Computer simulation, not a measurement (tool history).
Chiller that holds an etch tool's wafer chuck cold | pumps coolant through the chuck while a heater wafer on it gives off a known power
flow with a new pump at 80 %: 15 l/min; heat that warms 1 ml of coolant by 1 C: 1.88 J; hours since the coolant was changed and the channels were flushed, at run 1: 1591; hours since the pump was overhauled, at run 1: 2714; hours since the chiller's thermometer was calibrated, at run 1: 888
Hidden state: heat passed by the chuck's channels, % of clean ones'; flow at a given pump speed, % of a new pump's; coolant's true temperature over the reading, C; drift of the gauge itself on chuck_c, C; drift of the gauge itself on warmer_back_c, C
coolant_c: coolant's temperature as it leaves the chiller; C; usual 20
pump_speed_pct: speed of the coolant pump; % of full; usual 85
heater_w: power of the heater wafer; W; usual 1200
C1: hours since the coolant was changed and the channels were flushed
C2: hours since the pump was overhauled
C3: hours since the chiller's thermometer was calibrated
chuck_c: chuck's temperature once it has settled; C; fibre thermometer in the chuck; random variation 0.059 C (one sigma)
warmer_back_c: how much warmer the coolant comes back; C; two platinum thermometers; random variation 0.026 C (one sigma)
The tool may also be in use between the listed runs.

{"run": 1, "hour": 0.0, "coolant_c": 20, "pump_speed_pct": 85, "heater_w": 1200, "C1": 1591, "C2": 2714, "C3": 888, "chuck_c": 28.38, "warmer_back_c": 2.59}
{"run": 2, "hour": 83.6, "coolant_c": 20, "pump_speed_pct": 85, "heater_w": 1200, "C1": 1674, "C2": 2797, "C3": 972, "chuck_c": 28.32, "warmer_back_c": 2.66}
{"run": 3, "hour": 140.3, "coolant_c": 20, "pump_speed_pct": 85, "heater_w": 1200, "C1": 1731, "C2": 2854, "C3": 1028, "chuck_c": 28.48, "warmer_back_c": 2.63}
{"run": 4, "hour": 182.4, "coolant_c": 20, "pump_speed_pct": 85, "heater_w": 679, "C1": 1773, "C2": 2896, "C3": 1070, "chuck_c": 24.7, "warmer_back_c": 1.51}
{"run": 5, "hour": 246.9, "coolant_c": 20, "pump_speed_pct": 85, "heater_w": 679, "C1": 1837, "C2": 2961, "C3": 1135, "chuck_c": 24.69, "warmer_back_c": 1.5}
{"run": 6, "hour": 312.8, "coolant_c": 20, "pump_speed_pct": 85, "heater_w": 1200, "C1": 1903, "C2": 3027, "C3": 1201, "chuck_c": 28.55, "warmer_back_c": 2.64}
{"run": 7, "hour": 388.2, "coolant_c": 20, "pump_speed_pct": 85, "heater_w": 1200, "C1": 1979, "C2": 3102, "C3": 1276, "chuck_c": 28.4, "warmer_back_c": 2.64}
{"run": 8, "hour": 451.0, "coolant_c": 20, "pump_speed_pct": 85, "heater_w": 1200, "C1": 2042, "C2": 3165, "C3": 1339, "chuck_c": 28.49, "warmer_back_c": 2.68}
{"run": 9, "hour": 493.0, "coolant_c": 20, "pump_speed_pct": 85, "heater_w": 1200, "C1": 2084, "C2": 3207, "C3": 1381, "chuck_c": 28.5, "warmer_back_c": 2.68}
{"run": 10, "hour": 576.8, "coolant_c": 20, "pump_speed_pct": 85, "heater_w": 1200, "C1": 2167, "C2": 3291, "C3": 1465, "chuck_c": 28.52, "warmer_back_c": 2.64}
{"run": 11, "hour": 646.4, "coolant_c": 10, "pump_speed_pct": 88, "heater_w": 703, "C1": 2237, "C2": 3360, "C3": 1534, "chuck_c": 14.83, "warmer_back_c": 1.55}
{"run": 12, "hour": 721.5, "coolant_c": 12, "pump_speed_pct": 85, "heater_w": 1294, "C1": 2312, "C2": 3435, "C3": 1610, "chuck_c": 21.42, "warmer_back_c": 2.92}
{"hour": 732.2, "done": "coolant pump overhauled"}
{"run": 13, "hour": 810.0, "coolant_c": 20, "pump_speed_pct": 85, "heater_w": 1113, "C1": 2396, "C2": 78, "C3": 1693, "chuck_c": 28.08, "warmer_back_c": 2.59}
{"run": 14, "hour": 887.7, "coolant_c": 25, "pump_speed_pct": 78, "heater_w": 758, "C1": 2473, "C2": 156, "C3": 1771, "chuck_c": 30.78, "warmer_back_c": 1.97}
{"run": 15, "hour": 944.7, "coolant_c": 16, "pump_speed_pct": 68, "heater_w": 758, "C1": 2530, "C2": 213, "C3": 1828, "chuck_c": 22.25, "warmer_back_c": 2.27}
{"run": 16, "hour": 1026.9, "coolant_c": 16, "pump_speed_pct": 68, "heater_w": 758, "C1": 2612, "C2": 295, "C3": 1910, "chuck_c": 22.38, "warmer_back_c": 2.29}
{"run": 17, "hour": 1114.0, "coolant_c": 10, "pump_speed_pct": 68, "heater_w": 882, "C1": 2699, "C2": 382, "C3": 1997, "chuck_c": 17.4, "warmer_back_c": 2.61}
{"hour": 1142.9, "done": "coolant pump overhauled, once more"}
{"run": 18, "hour": 1182.9, "coolant_c": 20, "pump_speed_pct": 85, "heater_w": 1070, "C1": 2763, "C2": 40, "C3": 2061, "chuck_c": 27.23, "warmer_back_c": 2.12}
{"run": 19, "hour": 1246.4, "coolant_c": 20, "pump_speed_pct": 85, "heater_w": 1070, "C1": 2827, "C2": 103, "C3": 2124, "chuck_c": 27.18, "warmer_back_c": 2.08}
{"run": 20, "hour": 1317.9, "coolant_c": 20, "pump_speed_pct": 85, "heater_w": 1070, "C1": 2898, "C2": 175, "C3": 2196, "chuck_c": 27.1, "warmer_back_c": 2.1}

Forecast each of these 5 alternatives for the next run:
{"run": "A", "hour": 1407.1, "coolant_c": 20, "pump_speed_pct": 85, "heater_w": 708, "C1": 2988, "C2": 264, "C3": 2285, "chuck_c": "?", "warmer_back_c": "?"}
{"run": "B", "hour": 1407.1, "coolant_c": 14, "pump_speed_pct": 68, "heater_w": 1583, "C1": 2988, "C2": 264, "C3": 2285, "chuck_c": "?", "warmer_back_c": "?"}
{"run": "C", "hour": 1407.1, "coolant_c": 20, "pump_speed_pct": 68, "heater_w": 1200, "C1": 2988, "C2": 264, "C3": 2285, "chuck_c": "?", "warmer_back_c": "?"}
{"run": "D", "hour": 1407.1, "coolant_c": 20, "pump_speed_pct": 85, "heater_w": 1524, "C1": 2988, "C2": 264, "C3": 2285, "chuck_c": "?", "warmer_back_c": "?"}
{"run": "E", "hour": 1407.1, "coolant_c": 16, "pump_speed_pct": 86, "heater_w": 955, "C1": 2988, "C2": 264, "C3": 2285, "chuck_c": "?", "warmer_back_c": "?"}

run=A chuck_c=24.53 warmer_back_c=1.42
run=B chuck_c=26.55 warmer_back_c=4.04
run=C chuck_c=29.32 warmer_back_c=3.06
run=D chuck_c=30.46 warmer_back_c=3.06
run=E chuck_c=22.37 warmer_back_c=1.89
Without the tool's hidden state the same runs would have given:
run=A chuck_c=24.4 warmer_back_c=1.41
run=B chuck_c=25.66 warmer_back_c=4.02
run=C chuck_c=28.74 warmer_back_c=3.05
run=D chuck_c=29.75 warmer_back_c=3.04
run=E chuck_c=22.07 warmer_back_c=1.88
